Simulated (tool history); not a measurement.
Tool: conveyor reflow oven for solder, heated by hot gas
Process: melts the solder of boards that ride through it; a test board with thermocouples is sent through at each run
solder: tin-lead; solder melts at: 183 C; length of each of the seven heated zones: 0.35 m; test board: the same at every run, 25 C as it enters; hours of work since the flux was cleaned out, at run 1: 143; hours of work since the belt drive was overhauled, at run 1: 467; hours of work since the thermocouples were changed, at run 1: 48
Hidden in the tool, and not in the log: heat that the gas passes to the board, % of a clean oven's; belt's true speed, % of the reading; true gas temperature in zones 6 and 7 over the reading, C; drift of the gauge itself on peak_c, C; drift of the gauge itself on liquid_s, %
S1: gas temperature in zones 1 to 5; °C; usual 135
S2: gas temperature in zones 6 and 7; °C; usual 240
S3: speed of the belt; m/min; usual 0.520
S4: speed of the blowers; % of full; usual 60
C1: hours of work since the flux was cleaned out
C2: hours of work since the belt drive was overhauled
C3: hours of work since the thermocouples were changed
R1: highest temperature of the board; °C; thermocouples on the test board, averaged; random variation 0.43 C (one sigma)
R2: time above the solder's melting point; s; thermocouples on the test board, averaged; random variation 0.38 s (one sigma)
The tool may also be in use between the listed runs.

run    hour   S1   S2     S3  S4   C1   C2    C3     R1    R2
  1     0.0  135  240  0.520  60  143  467    48  222.5  64.2
  2    37.2  131  240  0.520  60  167  492    73  222.3  62.3
  3   110.7  131  240  0.520  60  215  539   120  222.4  63.0
  4   164.9  131  240  0.520  60  250  575   156  221.1  61.7
  5   254.1  131  240  0.520  60  309  633   214  221.0  61.2
  6   310.8  131  240  0.520  72  346  670   251  224.0  65.0
  7   367.4  135  240  0.520  60  382  707   288  221.6  63.2
      412.7  -- belt drive overhauled, speed set with a stopwatch
  8   418.1  135  240  0.520  60  413    3   318  220.1  62.3
  9   464.4  135  240  0.520  60  443   34   348  219.8  62.3
      528.1  -- flux residue cleaned out of gas plates and filters
 10   552.3  135  240  0.520  60   16   88   402  217.4  59.4
 11   594.5  135  240  0.520  60   43  115   430  217.9  58.8
 12   644.9  135  240  0.520  60   76  148   463  217.1  58.5
 13   712.3  135  240  0.520  60  120  192   507  217.5  58.4
      744.5  -- flux residue cleaned out of gas plates and filters, once more
 14   762.5  135  240  0.520  60   12  221   536  224.8  66.0
 15   845.3  135  240  0.520  60   66  275   590  224.1  64.7
 16   883.0  135  243  0.520  65   90  300   615  228.2  67.9
 17   926.4  149  253  0.480  51  119  328   643  238.3  85.9
 18  1001.5  149  253  0.480  51  168  377   692  237.6  85.3
 19  1055.4  149  253  0.480  51  203  412   727  237.5  85.8
 20  1121.8  134  240  0.520  78  246  456   770  228.6  68.7
 21  1185.1  134  249  0.489  61  287  497   812  234.2  76.1
 22  1259.5  135  240  0.544  58  336  545   860  220.5  60.6
 23  1332.7  135  240  0.458  90  383  593   908  233.9  81.8
 24  1382.2  135  231  0.461  50  416  625   940  215.3  67.3
 25  1432.6  135  231  0.461  50  449  658   973  215.8  66.4
     1488.9  -- flux residue cleaned out of gas plates and filters
 26  1517.0  135  235  0.428  70   18  710  1025  230.3  85.3
     1555.6  -- belt drive overhauled, speed set with a stopwatch
 27  1595.3  135  240  0.619  74   67   26  1073  224.2  53.7
 28  1670.2  135  255  0.587  87  116   75  1122  243.6  66.4
     1678.1  -- thermocouples of zones 6 and 7 changed
 29  1735.9  135  238  0.587  80  157  116    38  221.7  55.8

Forecast each of these 4 alternatives for the next run:
  A  1792.8  135  238  0.430  89  194  153  75   ?   ?
  B  1792.8  135  239  0.479  67  194  153  75   ?   ?
  C  1792.8  135  238  0.582  77  194  153  75   ?   ?
  D  1792.8  135  238  0.431  80  194  153  75   ?   ?

run     R1    R2
  A  231.0  85.5
  B  225.8  71.8
  C  221.2  55.8
  D  229.7  84.8
Without the tool's hidden state the same runs would have given:
run     R1    R2
  A  231.8  86.1
  B  226.8  72.5
  C  222.7  56.8
  D  230.6  85.4
